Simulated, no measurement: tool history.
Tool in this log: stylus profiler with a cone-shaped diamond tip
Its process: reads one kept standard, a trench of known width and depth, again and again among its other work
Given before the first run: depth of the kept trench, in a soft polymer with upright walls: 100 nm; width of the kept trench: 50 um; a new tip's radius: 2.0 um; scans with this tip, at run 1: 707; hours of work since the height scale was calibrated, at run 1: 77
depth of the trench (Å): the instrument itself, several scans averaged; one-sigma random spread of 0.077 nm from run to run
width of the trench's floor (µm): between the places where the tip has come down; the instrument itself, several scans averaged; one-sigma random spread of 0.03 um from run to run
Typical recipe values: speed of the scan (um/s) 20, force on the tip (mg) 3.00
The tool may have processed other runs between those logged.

run,hour,speed of the scan (um/s),force on the tip (mg),scans with this tip,hours of work since the height scale was calibrated,depth of the trench (Å),width of the trench's floor (µm)
1,0.0,20,3.00,707,77,1006.6,48.64
2,12.2,20,3.00,763,83,1008.0,48.61
3,29.6,20,3.00,842,92,1007.4,48.62
4,39.2,20,3.00,886,97,1007.0,48.62
5,59.1,20,3.00,976,107,1007.4,48.59
6,78.2,20,3.00,1063,116,1007.9,48.64
7,96.2,20,3.00,1145,125,1007.6,48.66
8,105.1,65,1.12,1186,129,1003.1,48.32
9,122.0,65,1.12,1262,138,1004.7,48.23
10,140.7,65,1.12,1348,147,1003.0,48.26
11,152.5,65,1.12,1402,153,1003.5,48.29
12,168.2,65,1.22,1473,161,1005.0,48.34
13,182.0,12,3.63,1536,168,1007.8,48.66

Below, some changes in width of the trench's floor (µm) between adjacent runs. For each, the amount present without the hidden state too (settings, incoming material, random variation) and the amount remaining for the hidden state with gauge scatter not shared by both compared results:
The tool's hidden condition here consists of: radius of the tip, um; height scale over the true one, %; drift of the gauge itself on depth_nm, %; drift of the gauge itself on floor_um, %.
Run 1 -> 2: no setting changed, nothing entered. width of the trench's floor (µm) -0.03: hidden state +0.01, all else -0.04.
Run 7 -> 8: speed of the scan (um/s) 20 -> 65, force on the tip (mg) 3.00 -> 1.12. width of the trench's floor (µm) -0.34: hidden state +0.01, all else -0.35.
